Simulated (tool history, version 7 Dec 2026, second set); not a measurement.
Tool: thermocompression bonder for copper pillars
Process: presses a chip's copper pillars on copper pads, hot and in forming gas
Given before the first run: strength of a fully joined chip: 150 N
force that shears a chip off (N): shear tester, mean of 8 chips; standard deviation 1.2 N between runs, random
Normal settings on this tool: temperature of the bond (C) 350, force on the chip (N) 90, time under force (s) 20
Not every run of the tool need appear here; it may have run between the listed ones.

run,day,temperature of the bond (C),force on the chip (N),time under force (s),force that shears a chip off (N)
1,0.000,350,90,20,107.1
2,2.942,350,90,20,105.6
3,6.688,361,90,20,115.4
4,10.158,361,90,20,116.5
5,13.458,361,90,20,112.2
6,16.192,350,90,20,108.1
7,18.242,350,90,20,105.9
8,21.746,350,90,20,99.7
9,24.208,350,90,20,105.2
10,26.804,350,90,20,101.9
11,30.488,350,90,20,102.4
12,33.779,350,90,20,100.8
13,35.862,350,90,20,101.1
14,39.688,350,90,20,103.4
15,43.029,350,90,22,110.5
16,45.083,350,90,22,109.4
17,48.488,355,90,20,108.8
18,51.296,355,90,20,107.3
19,52.912,355,90,20,109.1
20,56.179,350,90,20,110.2
21,58.525,364,90,45,136.1
22,60.892,363,80,18,104.8
23,62.879,338,55,13,52.7
24,66.588,338,55,13,53.0
25,68.975,343,80,20,92.0
26,70.696,343,80,53,116.5
27,73.742,343,80,53,116.6
28,76.621,343,80,53,116.6
29,79.029,350,58,30,83.0
30,81.158,350,58,30,82.2
31,84.892,350,58,30,81.8
32,88.017,339,134,30,135.2
33,90.583,358,113,20,126.8
34,93.662,358,113,20,126.5
35,96.642,358,113,20,125.7
36,98.979,358,113,20,125.1
37,102.050,358,113,37,137.2
38,103.712,357,57,37,91.9
39,107.329,363,82,44,125.9
40,109.142,363,82,44,126.6

Not shown: 6 entries that the log had between the listed runs. Between which runs, and how does the tool's hidden state differ before and after?
Between runs 7 and 8: force cell calibrated (day 21.688)
  true temperature of the bond over the reading, C: -5.8 -> -6.1; force that reaches the chip, % of what is set: 105.7 -> 100.2; oxide that the forming gas leaves, % of the face: 2.84 -> 3.11
  measured value less the no-hidden-state value, force that shears a chip off (N): -2.9 -> -7.2
Between runs 8 and 9: forming gas filter changed (day 22.042)
  true temperature of the bond over the reading, C: -6.1 -> -6.4; force that reaches the chip, % of what is set: 100.2 -> 100.3; oxide that the forming gas leaves, % of the face: 3.11 -> 0.77
  measured value less the no-hidden-state value, force that shears a chip off (N): -7.2 -> -5.1
Between runs 11 and 12: heater calibrated with a thermocouple chip (day 30.904)
  true temperature of the bond over the reading, C: -7 -> -9.4; force that reaches the chip, % of what is set: 100.5 -> 100.6; oxide that the forming gas leaves, % of the face: 1.25 -> 1.51
  measured value less the no-hidden-state value, force that shears a chip off (N): -5.9 -> -8.1
Between runs 13 and 14: heater calibrated with a thermocouple chip, once more (day 38.942)
  true temperature of the bond over the reading, C: -9.6 -> -0.3; force that reaches the chip, % of what is set: 100.7 -> 100.8; oxide that the forming gas leaves, % of the face: 1.68 -> 1.95
  measured value less the no-hidden-state value, force that shears a chip off (N): -8.4 -> -1.2
Between runs 19 and 20: forming gas filter changed (day 55.062)
  true temperature of the bond over the reading, C: -1.6 -> -1.9; force that reaches the chip, % of what is set: 101.3 -> 101.4; oxide that the forming gas leaves, % of the face: 3 -> 0.66
  measured value less the no-hidden-state value, force that shears a chip off (N): -3.1 -> -0.6
Between runs 31 and 32: forming gas filter changed (day 87.854)
  true temperature of the bond over the reading, C: -4.7 -> -5; force that reaches the chip, % of what is set: 102.5 -> 102.6; oxide that the forming gas leaves, % of the face: 2.82 -> 0.57
  measured value less the no-hidden-state value, force that shears a chip off (N): -3.9 -> -1.5

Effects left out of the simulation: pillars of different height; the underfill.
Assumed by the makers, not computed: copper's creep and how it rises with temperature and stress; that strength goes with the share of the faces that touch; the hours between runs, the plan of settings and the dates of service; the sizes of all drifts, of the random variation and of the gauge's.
